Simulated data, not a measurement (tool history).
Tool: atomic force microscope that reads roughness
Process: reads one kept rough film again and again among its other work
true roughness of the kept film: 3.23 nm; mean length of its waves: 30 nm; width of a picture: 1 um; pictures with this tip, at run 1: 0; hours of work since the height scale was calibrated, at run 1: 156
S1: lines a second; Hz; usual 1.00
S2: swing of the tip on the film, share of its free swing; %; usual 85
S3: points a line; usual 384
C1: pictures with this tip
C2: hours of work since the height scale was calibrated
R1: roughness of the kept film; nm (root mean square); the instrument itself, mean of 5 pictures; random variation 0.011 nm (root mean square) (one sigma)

{"run": 1, "day": 0.0, "S1": 1.0, "S2": 85, "S3": 384, "C1": 0, "C2": 156, "R1": 2.47}
{"run": 2, "day": 1.325, "S1": 1.0, "S2": 85, "S3": 384, "C1": 43, "C2": 172, "R1": 2.466}
{"run": 3, "day": 2.062, "S1": 1.0, "S2": 85, "S3": 497, "C1": 67, "C2": 180, "R1": 2.478}
{"run": 4, "day": 2.996, "S1": 1.0, "S2": 85, "S3": 497, "C1": 98, "C2": 191, "R1": 2.459}
{"run": 5, "day": 4.483, "S1": 1.0, "S2": 85, "S3": 384, "C1": 146, "C2": 208, "R1": 2.449}
{"day": 5.525, "done": "new tip fitted"}
{"run": 6, "day": 5.529, "S1": 1.0, "S2": 85, "S3": 384, "C1": 0, "C2": 220, "R1": 2.454}
{"run": 7, "day": 6.192, "S1": 0.57, "S2": 85, "S3": 384, "C1": 22, "C2": 228, "R1": 2.632}
{"run": 8, "day": 7.175, "S1": 1.0, "S2": 85, "S3": 384, "C1": 54, "C2": 240, "R1": 2.46}
{"run": 9, "day": 8.421, "S1": 1.0, "S2": 65, "S3": 384, "C1": 94, "C2": 254, "R1": 2.697}
{"run": 10, "day": 9.696, "S1": 1.0, "S2": 65, "S3": 384, "C1": 136, "C2": 269, "R1": 2.675}
{"day": 11.046, "done": "new tip fitted"}
{"run": 11, "day": 11.142, "S1": 1.0, "S2": 65, "S3": 319, "C1": 3, "C2": 286, "R1": 2.665}
{"run": 12, "day": 12.008, "S1": 1.0, "S2": 65, "S3": 319, "C1": 31, "C2": 296, "R1": 2.672}
{"run": 13, "day": 12.921, "S1": 1.0, "S2": 65, "S3": 319, "C1": 61, "C2": 307, "R1": 2.661}
{"run": 14, "day": 14.179, "S1": 3.1, "S2": 65, "S3": 319, "C1": 102, "C2": 321, "R1": 2.443}
{"run": 15, "day": 15.712, "S1": 2.68, "S2": 56, "S3": 432, "C1": 152, "C2": 339, "R1": 2.609}
{"day": 16.671, "done": "new tip fitted"}
{"run": 16, "day": 16.95, "S1": 2.68, "S2": 56, "S3": 432, "C1": 9, "C2": 353, "R1": 2.605}
{"run": 17, "day": 18.462, "S1": 1.02, "S2": 68, "S3": 517, "C1": 58, "C2": 371, "R1": 2.662}
{"run": 18, "day": 19.871, "S1": 3.34, "S2": 70, "S3": 293, "C1": 104, "C2": 388, "R1": 2.287}
{"run": 19, "day": 20.85, "S1": 1.87, "S2": 85, "S3": 384, "C1": 136, "C2": 399, "R1": 2.212}
{"run": 20, "day": 21.983, "S1": 0.91, "S2": 85, "S3": 621, "C1": 173, "C2": 412, "R1": 2.502}
{"day": 22.242, "done": "new tip fitted"}
{"run": 21, "day": 23.421, "S1": 0.91, "S2": 85, "S3": 621, "C1": 38, "C2": 429, "R1": 2.515}
{"run": 22, "day": 24.738, "S1": 1.0, "S2": 59, "S3": 394, "C1": 81, "C2": 444, "R1": 2.713}

5 ways to go on from here, each from the tool as it stands after run 22. What would each give?
{"run": "A", "day": 25.508, "S1": 1.0, "S2": 72, "S3": 384, "C1": 107, "C2": 453, "R1": "?"}
{"run": "B", "day": 25.508, "S1": 1.74, "S2": 77, "S3": 887, "C1": 107, "C2": 453, "R1": "?"}
{"run": "C", "day": 25.508, "S1": 2.03, "S2": 59, "S3": 580, "C1": 107, "C2": 453, "R1": "?"}
{"run": "D", "day": 25.508, "S1": 1.0, "S2": 84, "S3": 886, "C1": 107, "C2": 453, "R1": "?"}
{"run": "E", "day": 25.508, "S1": 1.89, "S2": 69, "S3": 761, "C1": 107, "C2": 453, "R1": "?"}

run=A R1=2.606
run=B R1=2.412
run=C R1=2.632
run=D R1=2.486
run=E R1=2.523
Without the tool's hidden state the same runs would have given:
run=A R1=2.612
run=B R1=2.418
run=C R1=2.638
run=D R1=2.492
run=E R1=2.529

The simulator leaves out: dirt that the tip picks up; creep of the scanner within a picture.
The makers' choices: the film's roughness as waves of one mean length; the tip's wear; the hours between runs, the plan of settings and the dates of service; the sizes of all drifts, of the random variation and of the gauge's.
